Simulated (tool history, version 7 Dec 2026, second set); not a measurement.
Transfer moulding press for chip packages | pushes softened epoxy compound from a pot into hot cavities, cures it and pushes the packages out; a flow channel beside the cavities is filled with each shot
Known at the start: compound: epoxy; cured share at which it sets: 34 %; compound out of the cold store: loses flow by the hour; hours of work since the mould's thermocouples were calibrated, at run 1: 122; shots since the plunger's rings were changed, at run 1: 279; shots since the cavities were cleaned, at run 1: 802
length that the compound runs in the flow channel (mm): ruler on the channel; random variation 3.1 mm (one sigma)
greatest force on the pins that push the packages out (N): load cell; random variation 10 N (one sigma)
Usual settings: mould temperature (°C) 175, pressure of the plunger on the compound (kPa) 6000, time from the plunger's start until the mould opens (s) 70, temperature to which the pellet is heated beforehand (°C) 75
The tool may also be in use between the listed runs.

run   hour  mould temperature (°C)  pressure of the plunger on the compound (kPa)  time from the plunger's start until the mould opens (s)  temperature to which the pellet is heated beforehand (°C)  hours of work since the mould's thermocouples were calibrated  shots since the plunger's rings were changed  shots since the cavities were cleaned  incoming compound's hours out of the cold store  length that the compound runs in the flow channel (mm)  greatest force on the pins that push the packages out (N)
  1    0.0                     175                                           6000                                                       70                                                         75                                                            122                                           279                                    802                                             37.2                                                     892                                                        730
  2   10.2                     175                                           6000                                                       70                                                         75                                                            130                                           492                                   1015                                             24.1                                                     929                                                        743
      13.8  -- cavities cleaned with cleaning compound and waxed
  3   32.7                     175                                           6000                                                       52                                                         75                                                            147                                           926                                    391                                             31.4                                                     905                                                       1420
  4   51.1                     175                                           6000                                                       70                                                         75                                                            161                                          1307                                    772                                             38.4                                                     882                                                        722
      66.2  -- cavities cleaned with cleaning compound and waxed
  5   68.0                     175                                           6000                                                       70                                                         75                                                            174                                          1626                                     37                                              8.7                                                     957                                                        529
  6   85.2                     175                                           4890                                                       70                                                         75                                                            187                                          1985                                    396                                             10.0                                                     856                                                        698
  7   95.6                     175                                           4890                                                      101                                                         75                                                            195                                          2201                                    612                                             28.9                                                     804                                                        398
  8  106.7                     175                                           6000                                                       74                                                         75                                                            204                                          2429                                    840                                             40.8                                                     861                                                        631
     118.9  -- cavities cleaned with cleaning compound and waxed
  9  128.4                     175                                           6000                                                       74                                                         75                                                            220                                          2848                                    196                                             20.6                                                     902                                                        499
 10  137.5                     175                                           6000                                                       80                                                         75                                                            227                                          3037                                    385                                             40.0                                                     857                                                        459
 11  147.8                     175                                           6000                                                       63                                                         75                                                            236                                          3252                                    600                                             41.8                                                     851                                                        925
 12  163.5                     179                                           6000                                                       70                                                         75                                                            248                                          3577                                    925                                             24.4                                                     876                                                        597
     172.1  -- cavities cleaned with cleaning compound and waxed
 13  174.2                     175                                           6000                                                       70                                                         75                                                            255                                          3768                                     45                                             20.0                                                     901                                                        522
 14  195.1                     175                                           7160                                                       70                                                         75                                                            272                                          4201                                    478                                             16.0                                                     985                                                        674
 15  207.1                     175                                           6000                                                       70                                                         80                                                            281                                          4449                                    726                                             23.6                                                     878                                                        705
 16  218.0                     175                                           6000                                                       70                                                         80                                                            290                                          4675                                    952                                             22.7                                                     884                                                        790
     224.3  -- cavities cleaned with cleaning compound and waxed
 17  227.9                     178                                           6580                                                       70                                                         71                                                            296                                          4850                                     74                                             22.0                                                     913                                                        445
 18  247.9                     168                                           5710                                                       86                                                         66                                                            312                                          5264                                    488                                             10.4                                                     896                                                        736
 19  266.0                     180                                           5090                                                       61                                                         74                                                            326                                          5640                                    864                                             31.1                                                     767                                                        796
     277.9  -- cavities cleaned with cleaning compound and waxed
 20  282.5                     175                                           5220                                                       70                                                         75                                                            338                                          5952                                     97                                             45.1                                                     752                                                        524
     289.4  -- plunger's sealing rings changed
     293.4  -- mould's thermocouples calibrated
 21  298.6                     175                                           5980                                                       70                                                         81                                                              4                                           148                                    336                                             39.3                                                     892                                                        590
 22  311.9                     175                                           5670                                                       70                                                         74                                                             15                                           424                                    612                                             46.4                                                     841                                                        652
 23  329.9                     175                                           5290                                                       59                                                         75                                                             29                                           797                                    985                                             28.1                                                     860                                                       1196
     335.4  -- cavities cleaned with cleaning compound and waxed
 24  340.0                     180                                           5900                                                       62                                                         65                                                             36                                           976                                     96                                             14.6                                                     933                                                        586
 25  349.3                     180                                           5900                                                       62                                                         65                                                             43                                          1169                                    289                                             44.4                                                     851                                                        600
 26  362.1                     180                                           5900                                                       62                                                         65                                                             53                                          1434                                    554                                             26.6                                                     892                                                        720
 27  372.8                     175                                           4970                                                       70                                                         68                                                             61                                          1656                                    776                                             40.4                                                     798                                                        734
     388.6  -- cavities cleaned with cleaning compound and waxed
 28  394.0                     175                                           6920                                                       60                                                         67                                                             77                                          2064                                    111                                             17.0                                                     994                                                        888
 29  405.6                     175                                           6000                                                       94                                                         75                                                             86                                          2305                                    352                                             33.5                                                     880                                                        386

3 ways to go on from here, each from the tool as it stands after run 29. What would each give?
  A  426.4                     175                                           5490                                                       65                                                         68                                                            103                                          2737                                    784                                             29.0                                                       ?                                                          ?
  B  426.4                     168                                           6000                                                       58                                                         74                                                            103                                          2737                                    784                                             27.5                                                       ?                                                          ?
  C  426.4                     175                                           7430                                                       94                                                         70                                                            103                                          2737                                    784                                             42.9                                                       ?                                                          ?

run  length that the compound runs in the flow channel (mm)  greatest force on the pins that push the packages out (N)
  A                                                     852                                                        914
  B                                                     914                                                       1689
  C                                                     951                                                        430
Without the tool's hidden state the same runs would have given:
run  length that the compound runs in the flow channel (mm)  greatest force on the pins that push the packages out (N)
  A                                                     885                                                        580
  B                                                     949                                                       1075
  C                                                     988                                                        274
